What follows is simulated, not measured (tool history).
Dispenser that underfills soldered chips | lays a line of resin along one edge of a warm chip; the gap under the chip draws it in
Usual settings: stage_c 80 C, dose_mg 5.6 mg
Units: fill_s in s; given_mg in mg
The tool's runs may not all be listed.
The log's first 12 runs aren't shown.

run,hour,stage_c,dose_mg,fill_s,given_mg
13,107.8,88,5.6,201.7,5.53
# hour 109.3: new syringe of resin
14,117.5,88,5.6,183.6,5.46
# hour 120.7: new syringe of resin
15,124.8,80,7.24,185.2,7.07
16,130.8,80,7.24,246.1,7.08
# hour 132.2: new syringe of resin
# hour 143.6: new syringe of resin
17,143.6,80,7.24,150.3,6.97
18,149.9,92,4.93,152.2,4.79
# hour 155.1: new syringe of resin
19,161.5,70,5.6,290.2,5.35
# hour 166.4: new syringe of resin
20,174,86,5.28,190.3,4.98
# hour 177.9: new syringe of resin
21,179.9,86,5.28,148.3,4.95
22,188.3,67,5.46,400.8,5.16
# hour 189.6: new syringe of resin
23,193.9,90,5.07,147.7,4.73
# hour 200.9: new syringe of resin
24,200.9,88,6.77,117,6.29
25,207.8,84,5.1,200,4.74
# hour 209.4: dispensing valve cleaned and set on the balance
# hour 213.3: new syringe of resin
26,217.6,84,5.6,165.3,5.51
# hour 224.9: new syringe of resin
27,224.9,88,6.11,117.5,6.06
# hour 236.1: new syringe of resin
28,236.1,88,6.11,116.9,5.95
29,246,93,5.9,168,5.8
# hour 247.5: new syringe of resin
30,254.5,75,6.23,248.4,6.03
# hour 259.1: new syringe of resin
31,263.9,72,5.44,251,5.24
# hour 270.5: new syringe of resin
32,276.1,72,6.13,253.6,5.85
# hour 282.2: new syringe of resin
33,285.8,72,6.69,230.3,6.31
# hour 293.7: new syringe of resin
34,297.9,84,6.8,156.7,6.42

5 ways to go on from here, each from the tool as it stands after run 34. What would each give?
# hour 304.9: new syringe of resin
A,307.4,84,5.08,?,?
# hour 304.9: new syringe of resin
B,307.4,84,7.04,?,?
# hour 304.9: new syringe of resin
C,307.4,80,7.18,?,?
# hour 304.9: new syringe of resin
D,307.4,71,7.2,?,?
# hour 304.9: new syringe of resin
E,307.4,66,5.31,?,?

run,fill_s,given_mg
A,158.3,4.72
B,146.2,6.63
C,168.4,6.67
D,219.9,6.7
E,275.4,4.95
Without the tool's hidden state the same runs would have given:
run,fill_s,given_mg
A,144.3,5.05
B,135.4,7.08
C,156.3,7.13
D,204.8,7.16
E,253.5,5.29

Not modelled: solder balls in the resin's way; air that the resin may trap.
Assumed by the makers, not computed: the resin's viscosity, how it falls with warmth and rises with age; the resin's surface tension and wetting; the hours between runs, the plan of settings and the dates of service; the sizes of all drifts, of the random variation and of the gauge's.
